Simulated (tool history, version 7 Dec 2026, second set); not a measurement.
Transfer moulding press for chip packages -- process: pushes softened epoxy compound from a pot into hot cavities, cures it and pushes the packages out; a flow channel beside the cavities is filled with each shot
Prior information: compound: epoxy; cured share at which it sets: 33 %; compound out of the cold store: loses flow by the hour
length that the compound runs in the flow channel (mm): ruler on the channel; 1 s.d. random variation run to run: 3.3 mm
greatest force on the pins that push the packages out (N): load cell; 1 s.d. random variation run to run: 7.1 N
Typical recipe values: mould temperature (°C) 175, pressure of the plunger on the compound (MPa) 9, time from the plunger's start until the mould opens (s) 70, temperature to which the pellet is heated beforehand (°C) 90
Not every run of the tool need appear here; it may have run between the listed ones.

run   hour  mould temperature (°C)  pressure of the plunger on the compound (MPa)  time from the plunger's start until the mould opens (s)  temperature to which the pellet is heated beforehand (°C)  incoming compound's hours out of the cold store  length that the compound runs in the flow channel (mm)  greatest force on the pins that push the packages out (N)
  1      0                     175                                              9                                                       70                                                         90                                               22                                                     555                                                        329
  2   18.2                     175                                              9                                                       70                                                         90                                             28.1                                                     541                                                        441
  3   32.1                     175                                              9                                                       70                                                         90                                               27                                                     542                                                        504
      53.1  -- cavities cleaned with cleaning compound and waxed
  4   57.3                     175                                              9                                                       70                                                         90                                             32.9                                                     513                                                        347
        71  -- mould's thermocouples calibrated
  5   83.1                     175                                              9                                                       70                                                         90                                             35.3                                                     505                                                        477
     107.7  -- cavities cleaned with cleaning compound and waxed
  6  107.7                     175                                              9                                                       70                                                         90                                               19                                                     554                                                        332
  7  122.2                     175                                              9                                                       70                                                         90                                             24.8                                                     525                                                        409
  8  134.2                     175                                              9                                                       70                                                         90                                             34.3                                                     497                                                        469
     160.2  -- cavities cleaned with cleaning compound and waxed
  9  160.2                     175                                              9                                                       70                                                         90                                             32.9                                                     503                                                        307
 10    180                     170                                              9                                                       70                                                         90                                             45.1                                                     463                                                        539
       200  -- plunger's sealing rings changed
 11  201.4                     170                                              9                                                       70                                                         90                                             43.8                                                     508                                                        642
     215.3  -- cavities cleaned with cleaning compound and waxed
 12  221.5                     170                                              9                                                       70                                                         90                                             43.4                                                     509                                                        460
 13  242.8                     175                                           7.04                                                       70                                                         90                                             42.5                                                     444                                                        456
 14  259.4                     175                                           7.04                                                       70                                                         90                                               25                                                     498                                                        542
     267.5  -- cavities cleaned with cleaning compound and waxed
 15  277.5                     170                                           7.55                                                       57                                                         85                                             28.3                                                     506                                                        820
 16  301.9                     170                                           9.82                                                       62                                                         85                                             16.6                                                     625                                                       1008
 17  315.3                     170                                           9.82                                                       62                                                         85                                             14.7                                                     630                                                       1065
     320.2  -- cavities cleaned with cleaning compound and waxed
 18  333.1                     170                                           9.82                                                       62                                                         85                                             10.1                                                     643                                                        822
 19  355.4                     175                                              9                                                       97                                                         90                                             40.7                                                     493                                                        347
       373  -- cavities cleaned with cleaning compound and waxed
 20  378.9                     178                                            9.1                                                       77                                                         92                                             25.3                                                     540                                                        268
 21  396.3                     178                                            9.1                                                       77                                                         92                                             11.3                                                     592                                                        352
 22  415.5                     175                                              9                                                       56                                                         84                                             39.4                                                     491                                                        908
     425.7  -- cavities cleaned with cleaning compound and waxed
 23  432.4                     169                                              9                                                       73                                                         84                                             44.1                                                     482                                                        434
 24  451.6                     170                                           8.45                                                      102                                                         89                                             39.7                                                     475                                                        332
 25  468.1                     177                                           7.06                                                       84                                                         95                                             40.2                                                     425                                                        380
     478.5  -- cavities cleaned with cleaning compound and waxed
 26  485.7                     175                                              9                                                       70                                                         86                                               22                                                     539                                                        376
 27  496.7                     175                                              9                                                       70                                                         86                                             30.8                                                     502                                                        449

Results for each run, recomputed without the tool's hidden state and with each run's random variation untouched:
What the log doesn't record here: true mould temperature over the reading, C; pressure that reaches the compound, % of what is set; grip of the stained cavities, % over clean ones'; drift of the gauge itself on flow_mm, %; drift of the gauge itself on push_out_n, %.
run  length that the compound runs in the flow channel (mm)  greatest force on the pins that push the packages out (N)
  1                                                     576                                                        305
  2                                                     563                                                        299
  3                                                     567                                                        295
  4                                                     540                                                        289
  5                                                     535                                                        301
  6                                                     591                                                        325
  7                                                     562                                                        305
  8                                                     534                                                        303
  9                                                     544                                                        298
 10                                                     505                                                        374
 11                                                     509                                                        376
 12                                                     512                                                        384
 13                                                     449                                                        292
 14                                                     505                                                        309
 15                                                     516                                                        648
 16                                                     642                                                        608
 17                                                     649                                                        584
 18                                                     665                                                        610
 19                                                     513                                                        210
 20                                                     565                                                        231
 21                                                     623                                                        235
 22                                                     518                                                        515
 23                                                     511                                                        370
 24                                                     507                                                        219
 25                                                     455                                                        223
 26                                                     580                                                        311
 27                                                     541                                                        320
